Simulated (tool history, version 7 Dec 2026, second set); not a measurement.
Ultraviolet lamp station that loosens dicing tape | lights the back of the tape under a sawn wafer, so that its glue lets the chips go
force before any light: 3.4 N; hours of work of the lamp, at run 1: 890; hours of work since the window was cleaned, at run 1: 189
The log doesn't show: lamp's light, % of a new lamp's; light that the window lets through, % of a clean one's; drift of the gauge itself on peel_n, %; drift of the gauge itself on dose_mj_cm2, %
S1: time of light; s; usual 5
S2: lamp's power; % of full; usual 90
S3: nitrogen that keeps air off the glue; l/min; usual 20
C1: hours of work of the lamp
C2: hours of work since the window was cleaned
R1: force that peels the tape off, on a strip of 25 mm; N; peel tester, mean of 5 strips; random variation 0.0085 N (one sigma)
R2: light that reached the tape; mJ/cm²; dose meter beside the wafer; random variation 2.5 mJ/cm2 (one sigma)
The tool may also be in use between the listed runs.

run   hour  S1  S2  S3   C1   C2     R1   R2
  1    0.0   5  90  20  890  189  0.618  207
  2   30.5   5  90  20  904  202  0.613  205
  3   65.3   5  90  20  919  218  0.595  200
  4   99.1   5  90  20  934  232  0.617  207
  5  134.4   5  90  20  950  248  0.629  199
  6  164.8   5  90  20  963  261  0.610  203

Run 7 comes next. What will it give?
  7  206.9   5  90  20  982  280   ?   ?

R1: 0.625 N
R2: 198 mJ/cm²
Without the tool's hidden state the same run would have given R1 0.339 N, R2 297 mJ/cm².
